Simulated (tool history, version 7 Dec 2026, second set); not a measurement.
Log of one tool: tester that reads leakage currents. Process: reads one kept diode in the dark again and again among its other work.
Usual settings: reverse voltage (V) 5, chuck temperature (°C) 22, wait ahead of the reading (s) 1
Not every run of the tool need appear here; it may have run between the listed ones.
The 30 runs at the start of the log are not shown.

run,hour,reverse voltage (V),chuck temperature (°C),wait ahead of the reading (s),current that the tester gives (pA)
31,1773.3,18.82,45,5.07,1049.01
32,1822.5,18.82,45,5.07,1055
33,1870.3,18.82,45,5.07,1054.29
34,1938.3,18.82,27,0.6,312.51
35,2017.5,9.42,55,0.6,1535.2
36,2081.2,2.31,27,0.6,145.22
37,2126.1,2.31,27,0.6,146.06
38,2188.4,2.31,23,2.42,108.45
39,2249.4,7.64,45,5.27,760.64
40,2286.9,7.64,31,8.64,296.17
41,2354.2,8.03,55,4.12,1441.34

Branching from run 41: 3 alternative next runs. What would each branch give?
A,2413.5,1.18,46,4.12,?
B,2413.5,13.43,53,6.22,?
C,2413.5,10.45,22,6.78,?

run,current that the tester gives (pA)
A,415.57
B,1533.77
C,172.06
With no hidden state in the tool, these same runs would have given:
run,current that the tester gives (pA)
A,415.19
B,1532.4
C,171.86

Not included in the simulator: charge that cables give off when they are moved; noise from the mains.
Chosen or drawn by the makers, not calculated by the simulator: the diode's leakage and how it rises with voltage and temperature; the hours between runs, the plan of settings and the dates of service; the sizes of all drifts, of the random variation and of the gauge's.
